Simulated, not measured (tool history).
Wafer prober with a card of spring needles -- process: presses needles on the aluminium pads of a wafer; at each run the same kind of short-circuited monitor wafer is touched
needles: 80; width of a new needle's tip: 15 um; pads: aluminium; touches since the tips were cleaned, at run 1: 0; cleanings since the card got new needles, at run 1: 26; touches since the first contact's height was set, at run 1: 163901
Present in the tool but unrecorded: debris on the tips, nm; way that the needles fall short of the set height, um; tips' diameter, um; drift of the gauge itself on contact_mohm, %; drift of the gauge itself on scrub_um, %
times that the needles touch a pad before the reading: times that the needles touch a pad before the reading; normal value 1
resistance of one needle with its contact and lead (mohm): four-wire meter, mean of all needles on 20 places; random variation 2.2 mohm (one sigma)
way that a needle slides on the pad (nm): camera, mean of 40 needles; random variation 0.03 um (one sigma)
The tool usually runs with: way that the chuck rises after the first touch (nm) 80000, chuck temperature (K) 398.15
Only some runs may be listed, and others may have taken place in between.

| run | hour | way that the chuck rises after the first touch (nm) | chuck temperature (K) | times that the needles touch a pad before the reading | touches since the tips were cleaned | cleanings since the card got new needles | touches since the first contact's height was set | resistance of one needle with its contact and lead (mohm) | way that a needle slides on the pad (nm) |
|---|---|---|---|---|---|---|---|---|---|
| 1 | 0.0 | 80000 | 398.15 | 1 | 0 | 26 | 163901 | 251 | 12030 |
| 2 | 10.5 | 80000 | 398.15 | 1 | 3395 | 26 | 167296 | 253 | 12010 |
|  | 18.2 | tips cleaned on abrasive film |
| 3 | 22.9 | 80000 | 398.15 | 1 | 1521 | 27 | 171246 | 248 | 12000 |
|  | 36.5 | tips cleaned on abrasive film |
| 4 | 36.5 | 80000 | 398.15 | 1 | 0 | 28 | 175590 | 251 | 12040 |
| 5 | 52.7 | 80000 | 398.15 | 1 | 5231 | 28 | 180821 | 250 | 12010 |
|  | 54.6 | tips cleaned on abrasive film |
| 6 | 64.0 | 96000 | 398.15 | 1 | 3025 | 29 | 184418 | 246 | 14440 |
|  | 72.6 | tips cleaned on abrasive film |
| 7 | 75.2 | 96000 | 398.15 | 1 | 823 | 30 | 187979 | 248 | 14380 |
|  | 91.3 | tips cleaned on abrasive film |
| 8 | 92.7 | 96000 | 398.15 | 1 | 454 | 31 | 193599 | 243 | 14490 |
| 9 | 102.6 | 96000 | 398.15 | 1 | 3625 | 31 | 196770 | 250 | 14490 |
|  | 110.3 | tips cleaned on abrasive film |
| 10 | 117.1 | 77000 | 398.15 | 1 | 2211 | 32 | 201434 | 254 | 11580 |
|  | 129.6 | tips cleaned on abrasive film |
| 11 | 135.4 | 80000 | 398.15 | 1 | 1885 | 33 | 207288 | 252 | 12070 |
| 12 | 144.3 | 80000 | 398.15 | 1 | 4745 | 33 | 210148 | 250 | 12030 |
|  | 147.9 | tips cleaned on abrasive film |
| 13 | 154.3 | 80000 | 398.15 | 2 | 2050 | 34 | 213326 | 253 | 12020 |
|  | 166.3 | tips cleaned on abrasive film |
| 14 | 166.5 | 88000 | 314.15 | 1 | 68 | 35 | 217245 | 226 | 13300 |
| 15 | 174.1 | 73000 | 326.15 | 2 | 2487 | 35 | 219664 | 232 | 10940 |
|  | 180.2 | height of the first contact set anew |
| 16 | 183.8 | 73000 | 326.15 | 2 | 5518 | 35 | 1135 | 234 | 10990 |
|  | 184.8 | tips cleaned on abrasive film |
| 17 | 191.3 | 73000 | 326.15 | 2 | 2111 | 36 | 3539 | 232 | 10980 |
| 18 | 201.0 | 73000 | 345.15 | 2 | 5229 | 36 | 6657 | 239 | 10970 |
|  | 204.0 | tips cleaned on abrasive film |
| 19 | 209.8 | 73000 | 345.15 | 2 | 1868 | 37 | 9459 | 239 | 11020 |
|  | 222.7 | tips cleaned on abrasive film |
| 20 | 223.2 | 96000 | 302.15 | 1 | 189 | 38 | 13750 | 222 | 14420 |
| 21 | 234.7 | 96000 | 302.15 | 1 | 3886 | 38 | 17447 | 221 | 14450 |
|  | 241.6 | tips cleaned on abrasive film |
| 22 | 244.0 | 80000 | 348.15 | 1 | 797 | 39 | 20412 | 238 | 12020 |
| 23 | 253.6 | 80000 | 368.15 | 1 | 3879 | 39 | 23494 | 239 | 12020 |
|  | 259.6 | tips cleaned on abrasive film |
| 24 | 264.0 | 80000 | 319.15 | 1 | 1393 | 40 | 26797 | 229 | 12060 |
|  | 278.5 | tips cleaned on abrasive film |
| 25 | 281.8 | 80000 | 398.15 | 1 | 1062 | 41 | 32524 | 251 | 12060 |

Describe how what the log doesn't record of the tool's condition differs between the last listed run preceding each entry between runs and the first listed run following it.
Run 2 -> run 3: tips cleaned on abrasive film (hour 18.2)
  debris on the tips, nm: 1.6 -> 1
Run 3 -> run 4: tips cleaned on abrasive film (hour 36.5)
  debris on the tips, nm: 1 -> 0.2
Run 5 -> run 6: tips cleaned on abrasive film (hour 54.6)
  debris on the tips, nm: 2.1 -> 1.6
Run 6 -> run 7: tips cleaned on abrasive film (hour 72.6)
  debris on the tips, nm: 1.6 -> 0.6
Run 7 -> run 8: tips cleaned on abrasive film (hour 91.3)
  debris on the tips, nm: 0.6 -> 0.4
Run 9 -> run 10: tips cleaned on abrasive film (hour 110.3)
  debris on the tips, nm: 1.7 -> 1.2; tips' diameter, um: 15.01 -> 15.02
Run 10 -> run 11: tips cleaned on abrasive film (hour 129.6)
  debris on the tips, nm: 1.2 -> 1.1; way that the needles fall short of the set height, um: 0.04 -> 0.05
Run 12 -> run 13: tips cleaned on abrasive film (hour 147.9)
  debris on the tips, nm: 2 -> 1.2
Run 13 -> run 14: tips cleaned on abrasive film (hour 166.3)
  debris on the tips, nm: 1.2 -> 0.2
Run 15 -> run 16: height of the first contact set anew (hour 180.2)
  debris on the tips, nm: 1.4 -> 2.2; way that the needles fall short of the set height, um: 0.05 -> 0
Run 16 -> run 17: tips cleaned on abrasive film (hour 184.8)
  debris on the tips, nm: 2.2 -> 1.2
Run 18 -> run 19: tips cleaned on abrasive film (hour 204.0)
  debris on the tips, nm: 2.1 -> 1.1
Run 19 -> run 20: tips cleaned on abrasive film (hour 222.7)
  debris on the tips, nm: 1.1 -> 0.2
Run 21 -> run 22: tips cleaned on abrasive film (hour 241.6)
  debris on the tips, nm: 1.7 -> 0.7
Run 23 -> run 24: tips cleaned on abrasive film (hour 259.6)
  debris on the tips, nm: 1.8 -> 0.9; way that the needles fall short of the set height, um: 0 -> 0.01
Run 24 -> run 25: tips cleaned on abrasive film (hour 278.5)
  debris on the tips, nm: 0.9 -> 0.8
